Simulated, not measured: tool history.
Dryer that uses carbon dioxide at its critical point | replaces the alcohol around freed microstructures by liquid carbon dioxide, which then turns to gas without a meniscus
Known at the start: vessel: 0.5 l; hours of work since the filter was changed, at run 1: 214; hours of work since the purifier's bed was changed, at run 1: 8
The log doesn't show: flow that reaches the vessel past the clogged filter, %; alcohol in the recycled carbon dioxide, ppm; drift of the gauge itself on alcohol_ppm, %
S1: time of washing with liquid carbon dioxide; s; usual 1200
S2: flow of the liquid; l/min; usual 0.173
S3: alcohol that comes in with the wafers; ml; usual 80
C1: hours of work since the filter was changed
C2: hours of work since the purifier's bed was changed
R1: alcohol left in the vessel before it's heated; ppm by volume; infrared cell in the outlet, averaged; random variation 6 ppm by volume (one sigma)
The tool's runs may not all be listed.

Run 1, hour 0.0: usual settings; C1 214; C2 8. Result: R1 365 ppm by volume.
Run 2, hour 12.1: usual settings; C1 220; C2 14. Result: R1 373 ppm by volume.
Run 3, hour 33.3: usual settings; C1 231; C2 25. Result: R1 404 ppm by volume.
Run 4, hour 44.5: usual settings; C1 237; C2 31. Result: R1 406 ppm by volume.
Run 5, hour 64.7: usual settings but S1 1080 s; C1 247; C2 41. Result: R1 743 ppm by volume.
Run 6, hour 79.3: usual settings but S3 61 ml; C1 254; C2 48. Result: R1 335 ppm by volume.
Run 7, hour 100.4: usual settings but S1 1680 s, S3 61 ml; C1 265; C2 59. Result: R1 46 ppm by volume.
Run 8, hour 117.2: usual settings; C1 273; C2 67. Result: R1 451 ppm by volume.
Run 9, hour 127.6: usual settings; C1 278; C2 72. Result: R1 442 ppm by volume.
Run 10, hour 145.8: usual settings; C1 287; C2 81. Result: R1 453 ppm by volume.
Run 11, hour 159.5: usual settings; C1 294; C2 88. Result: R1 449 ppm by volume.
Run 12, hour 175.9: usual settings; C1 302; C2 96. Result: R1 457 ppm by volume.
Run 13, hour 191.8: usual settings; C1 310; C2 104. Result: R1 474 ppm by volume.
Run 14, hour 207.4: usual settings; C1 318; C2 112. Result: R1 478 ppm by volume.
Run 15, hour 230.0: usual settings; C1 330; C2 124. Result: R1 519 ppm by volume.
Run 16, hour 245.2: usual settings but S2 0.124 l/min; C1 337; C2 131. Result: R1 2787 ppm by volume.
Run 17, hour 258.9: usual settings but S2 0.275 l/min; C1 344; C2 138. Result: R1 35 ppm by volume.
Run 18, hour 274.7: usual settings but S2 0.275 l/min; C1 352; C2 146. Result: R1 40 ppm by volume.
Run 19, hour 295.1: usual settings but S2 0.275 l/min; C1 362; C2 156. Result: R1 40 ppm by volume.
Run 20, hour 309.3: usual settings but S2 0.168 l/min; C1 369; C2 163. Result: R1 656 ppm by volume.
Run 21, hour 327.9: usual settings but S2 0.168 l/min; C1 379; C2 173. Result: R1 695 ppm by volume.
Run 22, hour 344.3: usual settings but S2 0.168 l/min; C1 387; C2 181. Result: R1 702 ppm by volume.
At hour 359.8: inlet filter changed.
Run 23, hour 367.9: usual settings but S1 1140 s, S2 0.245 l/min, S3 87 ml; C1 4; C2 192. Result: R1 45 ppm by volume.
Run 24, hour 384.7: usual settings but S1 780 s, S2 0.218 l/min, S3 52 ml; C1 12; C2 201. Result: R1 466 ppm by volume.
Run 25, hour 395.5: usual settings but S1 1800 s, S2 0.119 l/min; C1 18; C2 206. Result: R1 263 ppm by volume.
Run 26, hour 411.8: usual settings but S1 1800 s, S2 0.119 l/min; C1 26; C2 214. Result: R1 280 ppm by volume.
Run 27, hour 424.6: usual settings but S1 1800 s, S2 0.119 l/min; C1 32; C2 221. Result: R1 279 ppm by volume.
Run 28, hour 444.0: usual settings but S1 1800 s, S2 0.119 l/min, S3 59 ml; C1 42; C2 230. Result: R1 227 ppm by volume.
Run 29, hour 466.1: usual settings but S1 780 s, S2 0.120 l/min, S3 50 ml; C1 53; C2 241. Result: R1 5931 ppm by volume.
Run 30, hour 478.7: usual settings but S1 1860 s, S2 0.106 l/min, S3 27 ml; C1 60; C2 248. Result: R1 193 ppm by volume.
Run 31, hour 488.6: usual settings but S1 1860 s, S2 0.106 l/min, S3 27 ml; C1 65; C2 253. Result: R1 204 ppm by volume.
Run 32, hour 512.0: usual settings but S1 1620 s, S2 0.240 l/min, S3 21 ml; C1 76; C2 264. Result: R1 45 ppm by volume.
Run 33, hour 526.6: usual settings but S1 720 s, S2 0.265 l/min, S3 73 ml; C1 84; C2 272. Result: R1 370 ppm by volume.
Run 34, hour 548.8: usual settings but S1 720 s, S2 0.265 l/min, S3 73 ml; C1 95; C2 283. Result: R1 385 ppm by volume.
Run 35, hour 559.9: usual settings but S1 720 s, S2 0.147 l/min, S3 47 ml; C1 100; C2 288. Result: R1 4038 ppm by volume.
Run 36, hour 577.2: usual settings but S1 1020 s, S2 0.147 l/min, S3 87 ml; C1 109; C2 297. Result: R1 1980 ppm by volume.
Run 37, hour 599.6: usual settings but S1 1020 s; C1 120; C2 308. Result: R1 796 ppm by volume.
Run 38, hour 618.2: usual settings but S1 1860 s, S2 0.132 l/min; C1 130; C2 318. Result: R1 161 ppm by volume.
Run 39, hour 638.1: usual settings but S1 1860 s, S2 0.132 l/min; C1 139; C2 328. Result: R1 164 ppm by volume.
Run 40, hour 654.5: usual settings but S1 780 s, S2 0.152 l/min, S3 87 ml; C1 148; C2 336. Result: R1 5174 ppm by volume.
Run 41, hour 677.5: usual settings but S1 780 s, S2 0.152 l/min, S3 87 ml; C1 159; C2 347. Result: R1 5330 ppm by volume.
Run 42, hour 693.2: usual settings but S1 720 s, S2 0.152 l/min, S3 24 ml; C1 167; C2 355. Result: R1 1976 ppm by volume.
Run 43, hour 710.2: usual settings but S1 900 s, S2 0.109 l/min, S3 46 ml; C1 176; C2 364. Result: R1 5762 ppm by volume.
Run 44, hour 733.8: usual settings but S3 56 ml; C1 187; C2 376. Result: R1 298 ppm by volume.

How the hidden state differs across the entries between the runs, from the last listed run before each to the first after it:
Between runs 22 and 23: inlet filter changed (hour 359.8)
  flow that reaches the vessel past the clogged filter, %: 85.9 -> 99.2; alcohol in the recycled carbon dioxide, ppm: 28.1 -> 29.5
  measured less the result without the state, R1: +420 -> +26 ppm by volume
